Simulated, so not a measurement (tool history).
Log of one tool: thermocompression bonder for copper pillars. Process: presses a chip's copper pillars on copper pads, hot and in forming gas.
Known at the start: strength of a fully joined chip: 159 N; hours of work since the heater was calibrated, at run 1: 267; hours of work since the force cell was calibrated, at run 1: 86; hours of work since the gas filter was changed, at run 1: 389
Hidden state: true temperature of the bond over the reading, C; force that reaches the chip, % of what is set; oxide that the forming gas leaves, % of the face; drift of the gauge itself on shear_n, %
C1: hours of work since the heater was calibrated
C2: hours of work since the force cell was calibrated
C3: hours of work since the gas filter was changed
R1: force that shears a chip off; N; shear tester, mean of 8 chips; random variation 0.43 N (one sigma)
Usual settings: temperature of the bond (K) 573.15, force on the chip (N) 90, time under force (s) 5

{"run": 1, "day": 0.0, "temperature of the bond (K)": 573.15, "force on the chip (N)": 90, "time under force (s)": 5, "C1": 267, "C2": 86, "C3": 389, "R1": 82.2}
{"run": 2, "day": 0.475, "temperature of the bond (K)": 573.15, "force on the chip (N)": 90, "time under force (s)": 5, "C1": 275, "C2": 95, "C3": 397, "R1": 82}
{"run": 3, "day": 1.054, "temperature of the bond (K)": 573.15, "force on the chip (N)": 90, "time under force (s)": 4, "C1": 285, "C2": 105, "C3": 407, "R1": 75.7}
{"run": 4, "day": 1.296, "temperature of the bond (K)": 573.15, "force on the chip (N)": 90, "time under force (s)": 5, "C1": 290, "C2": 110, "C3": 412, "R1": 82.1}
{"run": 5, "day": 1.675, "temperature of the bond (K)": 573.15, "force on the chip (N)": 90, "time under force (s)": 5, "C1": 296, "C2": 116, "C3": 418, "R1": 82.1}
{"run": 6, "day": 2.121, "temperature of the bond (K)": 559.15, "force on the chip (N)": 90, "time under force (s)": 4, "C1": 304, "C2": 124, "C3": 426, "R1": 62.7}
{"run": 7, "day": 2.404, "temperature of the bond (K)": 585.15, "force on the chip (N)": 103, "time under force (s)": 4, "C1": 309, "C2": 129, "C3": 431, "R1": 98.7}
{"run": 8, "day": 2.825, "temperature of the bond (K)": 585.15, "force on the chip (N)": 103, "time under force (s)": 4, "C1": 317, "C2": 137, "C3": 439, "R1": 99.3}
{"run": 9, "day": 3.242, "temperature of the bond (K)": 577.15, "force on the chip (N)": 81, "time under force (s)": 7, "C1": 324, "C2": 144, "C3": 446, "R1": 88.8}

Run 10 comes next. What will it give?
{"day": 3.333, "done": "forming gas filter changed"}
{"run": 10, "day": 3.633, "temperature of the bond (K)": 596.15, "force on the chip (N)": 72, "time under force (s)": 8, "C1": 331, "C2": 151, "C3": 5, "R1": "?"}

R1: 103.5 N
Without the tool's hidden state the same run would have given R1 102.5 N.
